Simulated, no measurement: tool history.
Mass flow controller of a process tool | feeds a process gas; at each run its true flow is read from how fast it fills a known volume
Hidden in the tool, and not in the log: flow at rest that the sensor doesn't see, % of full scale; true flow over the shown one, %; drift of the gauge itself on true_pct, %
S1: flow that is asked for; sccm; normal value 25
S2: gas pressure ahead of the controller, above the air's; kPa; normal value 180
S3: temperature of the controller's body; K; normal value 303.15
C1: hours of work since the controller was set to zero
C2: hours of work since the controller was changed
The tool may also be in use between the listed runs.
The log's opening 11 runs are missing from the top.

Run 12, day 47.396: usual settings; C1 78; C2 2247. Result: true flow (%) 100.01.
Run 13, day 53.083: usual settings; C1 125; C2 2294. Result: true flow (%) 99.92.
Run 14, day 56.658: usual settings; C1 155; C2 2324. Result: true flow (%) 100.17.
Run 15, day 61.175: usual settings; C1 192; C2 2361. Result: true flow (%) 100.07.
Run 16, day 66.146: usual settings; C1 234; C2 2403. Result: true flow (%) 100.12.
Run 17, day 71.412: usual settings but S3 295.15 K; C1 277; C2 2446. Result: true flow (%) 100.45.
Run 18, day 75.562: usual settings but S1 39 sccm, S3 293.15 K; C1 312; C2 2481. Result: true flow (%) 101.04.
At day 78.783: controller's zero set anew, once more.
Run 19, day 81.167: usual settings but S1 39 sccm, S3 293.15 K; C1 20; C2 2527. Result: true flow (%) 100.82.
Run 20, day 86.042: usual settings but S1 44 sccm, S2 228 kPa, S3 308.15 K; C1 60; C2 2567. Result: true flow (%) 100.64.
Run 21, day 89.488: usual settings but S1 38 sccm, S3 297.15 K; C1 89; C2 2596. Result: true flow (%) 100.55.
Run 22, day 95.962: usual settings but S1 21 sccm, S2 250 kPa; C1 142; C2 2649. Result: true flow (%) 100.01.
Run 23, day 100.483: usual settings but S1 15 sccm, S3 309.15 K; C1 180; C2 2687. Result: true flow (%) 99.11.
Run 24, day 106.933: usual settings but S1 15 sccm, S3 309.15 K; C1 233; C2 2740. Result: true flow (%) 99.04.
Run 25, day 113.446: usual settings but S1 36 sccm, S2 159 kPa, S3 293.15 K; C1 287; C2 2794. Result: true flow (%) 100.56.
Run 26, day 119.900: usual settings but S1 36 sccm, S2 159 kPa, S3 293.15 K; C1 340; C2 2847. Result: true flow (%) 100.57.
Run 27, day 123.083: usual settings but S1 28 sccm, S2 159 kPa, S3 300.15 K; C1 367; C2 2874. Result: true flow (%) 99.89.
Run 28, day 128.783: usual settings but S1 28 sccm, S2 178 kPa; C1 414; C2 2921. Result: true flow (%) 100.02.
Run 29, day 135.167: usual settings but S1 28 sccm, S2 179 kPa, S3 298.15 K; C1 467; C2 2974. Result: true flow (%) 100.25.
Run 30, day 140.162: usual settings but S1 8 sccm, S2 211 kPa, S3 298.15 K; C1 508; C2 3015. Result: true flow (%) 99.62.
Run 31, day 144.071: usual settings but S1 8 sccm, S2 211 kPa, S3 298.15 K; C1 541; C2 3048. Result: true flow (%) 99.71.
Run 32, day 148.008: usual settings but S1 7 sccm, S2 143 kPa, S3 301.15 K; C1 573; C2 3080. Result: true flow (%) 99.08.
Run 33, day 151.121: usual settings but S1 7 sccm, S2 143 kPa, S3 301.15 K; C1 599; C2 3106. Result: true flow (%) 98.93.
Run 34, day 154.800: usual settings but S1 7 sccm, S2 143 kPa, S3 301.15 K; C1 629; C2 3136. Result: true flow (%) 98.89.

3 options for the next run, each taken on its own from the tool as it stands now. Forecast them:
Run A, day 157.833: usual settings but S1 47 sccm, S2 230 kPa, S3 297.15 K; C1 654; C2 3162. Result: true flow (%) ?.
Run B, day 157.833: usual settings but S1 48 sccm; C1 654; C2 3162. Result: true flow (%) ?.
Run C, day 157.833: usual settings but S1 7 sccm, S2 242 kPa, S3 301.15 K; C1 654; C2 3162. Result: true flow (%) ?.

run  true flow (%)
  A         101.47
  B         101.04
  C          99.84
The same runs, with their run-to-run variation unchanged, on a tool lacking any hidden condition would have given:
run  true flow (%)
  A          99.98
  B          99.54
  C          98.09
